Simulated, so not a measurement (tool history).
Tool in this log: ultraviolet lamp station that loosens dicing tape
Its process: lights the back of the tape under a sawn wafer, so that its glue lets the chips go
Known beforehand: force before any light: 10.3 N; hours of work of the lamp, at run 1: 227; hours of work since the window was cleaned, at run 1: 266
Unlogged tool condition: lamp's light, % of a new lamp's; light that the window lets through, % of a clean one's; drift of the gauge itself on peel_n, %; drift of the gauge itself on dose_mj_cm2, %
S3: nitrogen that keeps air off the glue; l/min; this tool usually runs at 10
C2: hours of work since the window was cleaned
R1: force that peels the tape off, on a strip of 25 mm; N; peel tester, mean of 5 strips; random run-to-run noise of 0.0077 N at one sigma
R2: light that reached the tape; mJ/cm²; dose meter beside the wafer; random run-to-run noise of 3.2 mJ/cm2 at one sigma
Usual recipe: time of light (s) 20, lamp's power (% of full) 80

Run 1, day 0.000: usual settings; hours of work of the lamp 227; C2 266. Result: R1 0.456 N, R2 394 mJ/cm².
Run 2, day 0.229: usual settings; hours of work of the lamp 231; C2 270. Result: R1 0.442 N, R2 390 mJ/cm².
Run 3, day 0.479: usual settings but lamp's power (% of full) 70; hours of work of the lamp 235; C2 274. Result: R1 0.622 N, R2 338 mJ/cm².
At day 0.596: window cleaned of glue's vapour.
Run 4, day 0.788: usual settings but lamp's power (% of full) 70; hours of work of the lamp 240; C2 3. Result: R1 0.398 N, R2 414 mJ/cm².
Run 5, day 0.979: usual settings but lamp's power (% of full) 70; hours of work of the lamp 244; C2 7. Result: R1 0.396 N, R2 417 mJ/cm².
Run 6, day 1.229: usual settings but lamp's power (% of full) 70; hours of work of the lamp 248; C2 11. Result: R1 0.418 N, R2 412 mJ/cm².
Run 7, day 1.504: usual settings but lamp's power (% of full) 70; hours of work of the lamp 253; C2 16. Result: R1 0.403 N, R2 413 mJ/cm².
Run 8, day 1.775: usual settings but lamp's power (% of full) 91, S3 13 l/min; hours of work of the lamp 257; C2 20. Result: R1 0.242 N, R2 525 mJ/cm².
Run 9, day 2.038: usual settings but lamp's power (% of full) 91, S3 13 l/min; hours of work of the lamp 262; C2 25. Result: R1 0.253 N, R2 533 mJ/cm².
Run 10, day 2.433: usual settings but lamp's power (% of full) 91, S3 13 l/min; hours of work of the lamp 269; C2 31. Result: R1 0.258 N, R2 522 mJ/cm².
Run 11, day 2.604: usual settings but lamp's power (% of full) 91, S3 13 l/min; hours of work of the lamp 272; C2 34. Result: R1 0.255 N, R2 532 mJ/cm².
Run 12, day 2.850: usual settings but time of light (s) 11; hours of work of the lamp 276; C2 39. Result: R1 1.098 N, R2 256 mJ/cm².
Run 13, day 3.129: usual settings but lamp's power (% of full) 70, S3 18 l/min; hours of work of the lamp 281; C2 43. Result: R1 0.298 N, R2 398 mJ/cm².

Alternative continuations, all from the tool just after run 13; predict every row:
Run A, day 3.396: usual settings but time of light (s) 21, lamp's power (% of full) 61, S3 9 l/min; hours of work of the lamp 285; C2 48. Result: R1 ?, R2 ?.
Run B, day 3.396: usual settings but time of light (s) 29, lamp's power (% of full) 92, S3 8 l/min; hours of work of the lamp 285; C2 48. Result: R1 ?, R2 ?.
Run C, day 3.396: usual settings but time of light (s) 11, S3 4 l/min; hours of work of the lamp 285; C2 48. Result: R1 ?, R2 ?.
Run D, day 3.396: usual settings but lamp's power (% of full) 77, S3 6 l/min; hours of work of the lamp 285; C2 48. Result: R1 ?, R2 ?.
Run E, day 3.396: usual settings but lamp's power (% of full) 85, S3 12 l/min; hours of work of the lamp 285; C2 48. Result: R1 ?, R2 ?.

run     R1   R2
  A  0.573  364
  B  0.219  763
  C  2.182  250
  D  0.532  441
  E  0.284  490
Take away the tool's hidden state, keep each run's random variation, and the runs would have read:
run     R1   R2
  A  0.468  402
  B  0.213  843
  C  1.871  276
  D  0.434  487
  E  0.256  540

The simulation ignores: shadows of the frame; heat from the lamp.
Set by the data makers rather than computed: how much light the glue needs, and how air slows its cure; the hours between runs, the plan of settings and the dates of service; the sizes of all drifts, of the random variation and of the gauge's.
